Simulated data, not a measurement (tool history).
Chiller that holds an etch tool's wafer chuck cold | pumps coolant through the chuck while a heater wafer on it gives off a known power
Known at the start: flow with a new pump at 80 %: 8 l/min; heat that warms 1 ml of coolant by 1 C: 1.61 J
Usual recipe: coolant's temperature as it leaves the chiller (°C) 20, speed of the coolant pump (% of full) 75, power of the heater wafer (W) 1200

run,hour,coolant's temperature as it leaves the chiller (°C),speed of the coolant pump (% of full),power of the heater wafer (W),chuck's temperature once it has settled (°C),how much warmer the coolant comes back (C)
1,0.0,20,75,1200,33.01,6.44
# hour 121.4: coolant pump overhauled
2,209.6,20,75,832,28.54,4.11
# hour 302.6: coolant changed, channels flushed
3,311.8,20,75,832,28.25,4.09
4,479.5,20,75,832,28.27,4.12
5,712.2,20,75,1200,31.59,5.90
6,861.6,20,75,1404,33.67,6.96
7,1058.1,30,75,1200,41.93,5.91
8,1265.5,30,75,1200,41.88,5.94
9,1473.9,30,75,1200,41.84,5.94
10,1639.1,30,75,1200,41.88,6.01
11,1735.6,28,75,1200,39.94,5.98
# hour 1792.8: chiller's thermometer calibrated
12,1869.6,20,75,1200,31.51,6.06
13,2047.9,20,67,1200,32.35,6.63
14,2254.9,20,67,1200,32.38,6.74
15,2372.7,20,67,1045,30.97,5.83
16,2517.3,20,75,1261,32.27,6.39
17,2698.5,12,73,1200,24.02,6.19
18,2859.5,16,71,1200,28.25,6.36
19,2987.2,16,71,1200,28.11,6.36
20,3097.1,21,75,1002,30.99,5.10
21,3300.7,21,75,1002,31.02,5.17
22,3473.7,16,67,896,25.70,5.06
23,3577.0,23,66,990,33.78,5.65
24,3772.6,28,61,768,36.93,4.74
25,3951.7,29,61,1692,48.54,10.55
26,4178.9,16,79,966,25.55,4.68
27,4372.4,16,91,966,24.67,4.14
28,4573.5,24,91,966,32.81,4.14
29,4732.4,24,91,966,32.84,4.16
30,4844.8,24,91,966,32.92,4.10
31,4953.1,24,91,966,32.92,4.15
32,5164.0,24,91,966,33.05,4.17

Below are 4 alternative next runs, each starting from the tool's condition after run 32. Predict each:
A,5331.3,23,69,1200,?,?
B,5331.3,20,75,609,?,?
C,5331.3,20,62,1448,?,?
D,5331.3,14,76,1436,?,?

run,chuck's temperature once it has settled (°C),how much warmer the coolant comes back (C)
A,36.42,6.80
B,26.51,3.16
C,37.06,8.97
D,28.83,7.37
What these runs would have given with no unlogged condition in the tool:
run,chuck's temperature once it has settled (°C),how much warmer the coolant comes back (C)
A,35.02,6.49
B,25.66,3.01
C,35.36,8.56
D,27.29,7.03
